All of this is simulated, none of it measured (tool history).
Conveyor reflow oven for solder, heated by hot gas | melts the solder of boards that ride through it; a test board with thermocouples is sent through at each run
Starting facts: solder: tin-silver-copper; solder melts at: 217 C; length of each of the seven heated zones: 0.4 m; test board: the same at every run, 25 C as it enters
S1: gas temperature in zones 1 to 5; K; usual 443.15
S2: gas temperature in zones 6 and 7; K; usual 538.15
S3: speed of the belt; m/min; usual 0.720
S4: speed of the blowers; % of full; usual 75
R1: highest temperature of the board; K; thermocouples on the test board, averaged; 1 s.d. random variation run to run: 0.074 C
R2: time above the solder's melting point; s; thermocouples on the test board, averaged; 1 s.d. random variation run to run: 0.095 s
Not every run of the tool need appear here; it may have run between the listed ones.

run	day	S1	S2	S3	S4	R1	R2
1	0.000	443.15	538.15	0.720	75	525.12	49.39
2	3.446	443.15	538.15	0.720	75	525.05	49.32
# day 4.167: flux residue cleaned out of gas plates and filters
3	6.133	443.15	538.15	0.720	75	524.37	48.88
4	10.225	443.15	538.15	0.669	75	526.33	54.30
5	13.333	443.15	538.15	0.720	75	524.11	48.61
6	16.154	443.15	538.15	0.720	75	523.90	48.66
# day 16.742: flux residue cleaned out of gas plates and filters, once more
7	18.479	443.15	538.15	0.720	75	526.31	50.90
8	21.217	443.15	538.15	0.720	75	526.11	50.82
9	25.275	443.15	538.15	0.720	75	526.00	50.41
10	28.675	443.15	538.15	0.720	75	526.00	50.32
11	30.608	443.15	538.15	0.720	75	525.80	50.31
# day 33.462: flux residue cleaned out of gas plates and filters
12	34.088	443.15	538.15	0.720	75	526.89	51.23
13	37.621	443.15	538.15	0.720	75	526.67	51.28
14	40.662	443.15	538.15	0.720	60	523.15	48.05
15	43.704	443.15	538.15	0.720	60	523.23	48.10
16	46.400	443.15	544.15	0.610	60	533.28	65.01
17	48.250	445.15	551.15	0.834	77	533.84	47.18
# day 49.246: belt drive overhauled, speed set with a stopwatch
# day 50.275: flux residue cleaned out of gas plates and filters
18	50.533	445.15	551.15	0.834	77	534.16	46.54
19	53.283	437.15	535.15	0.674	77	525.14	51.77
20	54.975	452.15	545.15	0.859	83	530.36	45.28
21	58.188	445.15	545.15	0.613	83	538.40	67.65
22	61.821	445.15	545.15	0.613	83	538.30	67.58
23	63.975	445.15	545.15	0.613	83	538.22	67.49
24	65.783	440.15	545.15	0.798	83	530.12	46.06

Run 25 is up next; what results do you expect?
# day 66.988: flux residue cleaned out of gas plates and filters
25	69.279	431.15	545.15	0.798	65	?	?

{"run 25": {"R1": 525.23, "R2": 40.59}}
Minus the tool's unlogged condition, the same run would have read R1 523.56 K, R2 39.31 s.
